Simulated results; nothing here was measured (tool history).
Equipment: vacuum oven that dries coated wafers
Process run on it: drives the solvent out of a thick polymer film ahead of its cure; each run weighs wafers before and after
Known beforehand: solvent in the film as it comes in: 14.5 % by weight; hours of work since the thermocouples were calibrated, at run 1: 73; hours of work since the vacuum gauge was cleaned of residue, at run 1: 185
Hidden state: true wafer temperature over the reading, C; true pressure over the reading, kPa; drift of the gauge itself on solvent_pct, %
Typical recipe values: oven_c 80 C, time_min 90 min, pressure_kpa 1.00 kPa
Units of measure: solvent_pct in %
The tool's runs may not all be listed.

run,day,oven_c,time_min,pressure_kpa,hours of work since the thermocouples were calibrated,hours of work since the vacuum gauge was cleaned of residue,solvent_pct
1,0.000,80,90,1.00,73,185,2.70
2,0.488,80,90,1.00,79,190,2.65
3,1.142,80,90,1.00,87,198,2.66
4,1.729,80,90,1.00,94,205,2.73
5,2.529,80,90,1.00,104,215,2.69
6,3.271,90,90,1.00,112,223,0.81
7,3.908,90,90,1.00,120,231,0.83
8,4.612,90,90,1.00,128,239,0.76
9,5.162,90,90,1.00,135,246,0.83
10,6.017,87,90,1.00,145,256,1.12
11,7.088,87,90,1.00,158,269,1.16
12,7.996,87,90,1.00,169,280,1.19
13,8.708,87,90,1.00,177,288,1.20
14,9.538,87,90,1.00,187,298,1.13
15,10.046,87,90,1.04,193,304,1.20
16,10.517,85,90,1.00,199,310,1.49
17,11.421,92,90,1.00,210,321,0.69
18,11.912,92,90,1.00,215,326,0.71
19,12.758,92,90,1.00,225,337,0.66
20,13.742,83,98,0.97,237,348,1.75
21,14.250,73,57,1.00,243,354,6.85
22,15.208,91,150,1.46,255,366,0.77
23,15.808,80,90,3.50,262,373,4.35
24,16.371,85,99,3.93,268,380,2.95
25,17.117,79,116,3.61,277,388,4.09
26,17.608,87,90,3.90,283,394,2.75
27,18.258,87,47,3.90,291,402,4.33

Expected results for the next run?
28,19.279,80,47,1.00,303,414,?

Run 28 gave solvent_pct 5.29 %.
With no hidden state in the tool, this same run would have given solvent_pct 5.17 %.
